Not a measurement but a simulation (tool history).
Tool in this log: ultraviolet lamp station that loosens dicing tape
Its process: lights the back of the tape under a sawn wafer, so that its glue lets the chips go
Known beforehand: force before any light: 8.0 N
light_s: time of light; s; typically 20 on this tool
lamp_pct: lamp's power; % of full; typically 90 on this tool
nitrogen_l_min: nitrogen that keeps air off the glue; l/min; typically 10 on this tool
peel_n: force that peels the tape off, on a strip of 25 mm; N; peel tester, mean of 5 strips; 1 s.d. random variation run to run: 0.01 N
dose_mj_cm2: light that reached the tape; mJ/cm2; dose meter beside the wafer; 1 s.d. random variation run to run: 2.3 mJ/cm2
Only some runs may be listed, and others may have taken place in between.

run	hour	light_s	lamp_pct	nitrogen_l_min	peel_n	dose_mj_cm2
1	0.0	20	90	10	0.531	222
2	8.2	20	90	10	0.513	224
3	13.3	20	90	10	0.516	218
4	18.2	20	90	10	0.540	223
5	26.6	20	90	10	0.536	225
6	33.0	20	90	10	0.534	220
7	41.4	20	90	10	0.536	224
# hour 46.9: window cleaned of glue's vapour
8	49.5	20	90	10	0.559	214
9	59.4	20	90	10	0.587	214
10	63.8	20	90	10	0.564	215
11	69.8	20	90	10	0.587	213
12	75.4	10	90	10	1.994	110
13	82.4	20	90	10	0.592	213
# hour 84.3: window cleaned of glue's vapour, once more
14	87.3	20	90	10	0.499	229
15	93.3	20	90	10	0.502	228
16	99.5	17	90	10	0.723	199
17	107.5	17	90	10	0.712	195
18	114.6	17	90	10	0.714	195
19	118.9	17	90	8	0.820	193
20	126.8	16	90	8	0.978	180
21	134.4	16	72	8	1.409	146
22	144.2	23	97	7	0.391	282
23	148.8	23	97	7	0.402	282
24	155.6	20	62	9	1.189	154
25	160.6	20	74	19	0.563	187
26	165.2	29	74	9	0.387	268
27	172.9	29	74	9	0.381	271
28	181.6	29	74	19	0.244	272
29	187.7	29	74	19	0.252	269
30	193.7	22	90	8	0.508	249
31	201.5	22	90	8	0.478	249
32	209.9	12	90	13	1.237	134
33	219.4	39	90	5	0.200	434

Some steps in peel_n between neighbouring runs. How much of each would the tool show without its hidden state too (settings, what came in, random variation), and how much is left for the hidden state, with any gauge scatter that isn't in both results?
Unlogged tool condition in this case: lamp's light, % of a new lamp's; light that the window lets through, % of a clean one's; drift of the gauge itself on peel_n, %; drift of the gauge itself on dose_mj_cm2, %.
Run 11 -> 12: light_s 20 -> 10. peel_n +1.407 N: hidden state +0.176, all else +1.231.
Run 12 -> 13: light_s 10 -> 20. peel_n -1.402 N: hidden state -0.174, all else -1.228.
Run 32 -> 33: light_s 12 -> 39, nitrogen_l_min 13 -> 5. peel_n -1.037 N: hidden state -0.137, all else -0.900.

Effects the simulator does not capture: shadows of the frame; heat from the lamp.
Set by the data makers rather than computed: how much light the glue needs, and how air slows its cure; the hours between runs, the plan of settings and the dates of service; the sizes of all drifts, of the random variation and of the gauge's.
